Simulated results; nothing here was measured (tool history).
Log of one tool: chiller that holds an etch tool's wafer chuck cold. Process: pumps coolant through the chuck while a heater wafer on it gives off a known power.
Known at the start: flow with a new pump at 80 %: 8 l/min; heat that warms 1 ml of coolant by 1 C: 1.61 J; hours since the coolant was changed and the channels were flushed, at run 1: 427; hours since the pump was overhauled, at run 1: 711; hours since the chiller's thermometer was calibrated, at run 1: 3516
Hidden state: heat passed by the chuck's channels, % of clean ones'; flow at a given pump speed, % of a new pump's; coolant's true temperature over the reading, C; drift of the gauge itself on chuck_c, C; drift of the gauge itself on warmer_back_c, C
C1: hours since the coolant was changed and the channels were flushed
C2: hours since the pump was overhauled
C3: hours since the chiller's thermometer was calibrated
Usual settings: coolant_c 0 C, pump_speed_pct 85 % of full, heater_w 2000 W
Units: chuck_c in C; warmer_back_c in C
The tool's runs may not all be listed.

Run 1, hour 0.0: usual settings; C1 427; C2 711; C3 3516. Result: chuck_c 15.2 C, warmer_back_c 8.84 C.
Run 2, hour 24.7: usual settings but coolant_c 6 C; C1 451; C2 736; C3 3541. Result: chuck_c 21.2 C, warmer_back_c 8.78 C.
Run 3, hour 60.0: usual settings but coolant_c 2 C; C1 487; C2 771; C3 3576. Result: chuck_c 17.3 C, warmer_back_c 8.89 C.
Run 4, hour 82.3: usual settings; C1 509; C2 793; C3 3598. Result: chuck_c 15.3 C, warmer_back_c 8.80 C.
Run 5, hour 108.4: usual settings; C1 535; C2 820; C3 3625. Result: chuck_c 15.4 C, warmer_back_c 8.81 C.
Run 6, hour 124.2: usual settings; C1 551; C2 835; C3 3640. Result: chuck_c 15.4 C, warmer_back_c 8.83 C.
Run 7, hour 146.8: usual settings but coolant_c -4 C; C1 574; C2 858; C3 3663. Result: chuck_c 11.4 C, warmer_back_c 8.89 C.
Run 8, hour 178.8: usual settings but coolant_c -4 C; C1 606; C2 890; C3 3695. Result: chuck_c 11.4 C, warmer_back_c 8.79 C.
Run 9, hour 212.2: usual settings but pump_speed_pct 66 % of full; C1 639; C2 923; C3 3728. Result: chuck_c 18.9 C, warmer_back_c 11.45 C.
Run 10, hour 234.0: usual settings but pump_speed_pct 66 % of full; C1 661; C2 945; C3 3750. Result: chuck_c 19.0 C, warmer_back_c 11.45 C.
Run 11, hour 267.8: usual settings; C1 695; C2 979; C3 3784. Result: chuck_c 15.2 C, warmer_back_c 8.85 C.
Run 12, hour 302.0: usual settings; C1 729; C2 1013; C3 3818. Result: chuck_c 15.5 C, warmer_back_c 8.77 C.
Run 13, hour 327.3: usual settings but heater_w 2282 W; C1 754; C2 1038; C3 3843. Result: chuck_c 17.6 C, warmer_back_c 10.10 C.
Run 14, hour 354.2: usual settings but heater_w 2282 W; C1 781; C2 1065; C3 3870. Result: chuck_c 17.5 C, warmer_back_c 10.09 C.
Run 15, hour 381.2: usual settings but heater_w 2282 W; C1 808; C2 1092; C3 3897. Result: chuck_c 17.6 C, warmer_back_c 10.09 C.
Run 16, hour 413.7: usual settings; C1 840; C2 1125; C3 3930. Result: chuck_c 15.6 C, warmer_back_c 8.88 C.
Run 17, hour 447.6: usual settings; C1 874; C2 1159; C3 3964. Result: chuck_c 15.5 C, warmer_back_c 8.95 C.
Run 18, hour 475.4: usual settings but coolant_c 8 C, heater_w 2646 W; C1 902; C2 1187; C3 3992. Result: chuck_c 28.4 C, warmer_back_c 11.71 C.
Run 19, hour 509.0: usual settings but coolant_c 8 C, heater_w 2646 W; C1 936; C2 1220; C3 4025. Result: chuck_c 28.3 C, warmer_back_c 11.71 C.

Run 20 comes next. What will it give?
Run 20, hour 543.9: usual settings but coolant_c 8 C, heater_w 2646 W; C1 971; C2 1255; C3 4060. Result: chuck_c ?, warmer_back_c ?.

{"run 20": {"chuck_c": 28.5, "warmer_back_c": 11.74}}
Without the tool's hidden state the same run would have given chuck_c 27.2 C, warmer_back_c 11.56 C.

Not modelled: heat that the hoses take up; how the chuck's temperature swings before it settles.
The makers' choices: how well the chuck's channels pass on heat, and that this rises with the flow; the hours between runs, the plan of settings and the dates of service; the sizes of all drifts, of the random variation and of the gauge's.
